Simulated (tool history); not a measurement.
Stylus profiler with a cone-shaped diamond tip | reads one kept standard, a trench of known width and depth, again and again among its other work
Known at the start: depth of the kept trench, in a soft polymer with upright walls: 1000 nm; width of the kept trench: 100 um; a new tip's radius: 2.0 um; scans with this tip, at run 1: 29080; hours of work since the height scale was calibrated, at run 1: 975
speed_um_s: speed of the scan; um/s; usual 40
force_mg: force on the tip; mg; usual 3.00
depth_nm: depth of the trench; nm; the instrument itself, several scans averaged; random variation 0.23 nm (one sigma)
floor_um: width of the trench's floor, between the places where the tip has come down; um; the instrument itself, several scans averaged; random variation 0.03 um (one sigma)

run    hour  speed_um_s  force_mg  scans with this tip  hours of work since the height scale was calibrated  depth_nm  floor_um
  1     0.0          40      3.00                29080                                                  975   1016.04     94.24
  2    75.3          40      3.00                29699                                                 1026   1015.54     94.22
  3   186.9          40      3.00                30616                                                 1103   1015.89     94.16
  4   277.2          40      1.14                31357                                                 1164   1009.88     94.07
  5   415.2          40      1.14                32491                                                 1258   1010.24     93.99
      476.5  -- new tip fitted, height scale calibrated
  6   542.0          63      3.00                  538                                                   45   1012.37     96.30
  7   645.1          40      1.62                 1385                                                  115   1008.81     96.29
  8   751.7          40      1.62                 2261                                                  188   1008.89     96.22
  9   813.4          40      1.62                 2768                                                  230   1009.39     96.16
 10   925.6          40      1.62                 3689                                                  307   1008.91     96.11
 11  1015.3          40      7.32                 4426                                                  368   1024.27     96.16
 12  1098.2          40      7.32                 5107                                                  424   1024.47     96.04
 13  1182.0          40      7.32                 5796                                                  482   1024.61     95.96
 14  1281.2          40      7.32                 6610                                                  549   1024.59     95.88
 15  1370.0          40      7.32                 7340                                                  610   1025.12     95.85
 16  1481.2          40      7.32                 8253                                                  686   1025.95     95.73
 17  1625.2          40      7.32                 9436                                                  784   1025.84     95.67
 18  1700.3          40      7.32                10053                                                  835   1025.83     95.61
 19  1798.5          40      7.32                10860                                                  902   1025.81     95.58
 20  1938.8          40      3.77                12012                                                  998   1018.27     95.47
 21  2011.3          40      4.80                12608                                                 1048   1020.59     95.42
 22  2157.9          40      4.80                13812                                                 1148   1021.16     95.36
 23  2246.1          40      2.60                14536                                                 1208   1015.23     95.33
     2259.4  -- height scale calibrated on a step standard
 24  2313.4          40      2.60                15085                                                   37   1017.68     95.19
 25  2422.4          40      1.60                15980                                                  111   1014.75     95.05
 26  2545.8          40      1.60                16994                                                  195   1014.76     95.00
     2566.4  -- height scale calibrated on a step standard, once more
 27  2622.4         108      5.15                17619                                                   38   1017.97     94.90
 28  2722.4          74      3.00                18440                                                  107   1013.25     94.83
 29  2847.7          57      3.00                19469                                                  192   1013.08     94.89
 30  2965.9          57      4.10                20441                                                  273   1016.71     94.76
 31  3037.4          46      1.50                21028                                                  322   1009.00     94.76
 32  3179.5          40      6.36                22195                                                  419   1022.35     94.79
 33  3284.8          34      5.05                23060                                                  490   1019.52     94.68
 34  3348.3          40      3.12                23582                                                  534   1015.15     94.61
 35  3476.9          40      3.69                24638                                                  622   1016.80     94.57
 36  3615.6          40      3.69                25778                                                  716   1016.80     94.50
 37  3692.9          40      3.69                26412                                                  769   1016.78     94.44
 38  3826.9          80      4.73                27513                                                  860   1020.16     94.33
 39  3905.3         112      2.71                28156                                                  914   1014.83     94.10
 40  4040.0          69      2.18                29263                                                 1006   1013.33     94.10
 41  4150.0          74      1.87                30166                                                 1081   1012.61     94.07
 42  4235.1          70      2.05                30866                                                 1139   1013.57     94.03
 43  4350.1          70      2.05                31810                                                 1218   1013.56     93.97
 44  4434.3         101      1.29                32502                                                 1275   1010.98     93.80
     4503.8  -- new tip fitted, height scale calibrated
 45  4517.3         101      1.29                  110                                                    9   1007.10     96.03

3 ways to go on from here, each from the tool as it stands after run 45. What would each give?
  A  4577.1         116      5.61                  602                                                   50         ?         ?
  B  4577.1          12      1.79                  602                                                   50         ?         ?
  C  4577.1          11      1.29                  602                                                   50         ?         ?

run  depth_nm  floor_um
  A   1019.78     96.17
  B   1009.25     96.42
  C   1007.44     96.37
Without the tool's hidden state the same runs would have given:
run  depth_nm  floor_um
  A   1019.71     96.29
  B   1009.18     96.55
  C   1007.38     96.49

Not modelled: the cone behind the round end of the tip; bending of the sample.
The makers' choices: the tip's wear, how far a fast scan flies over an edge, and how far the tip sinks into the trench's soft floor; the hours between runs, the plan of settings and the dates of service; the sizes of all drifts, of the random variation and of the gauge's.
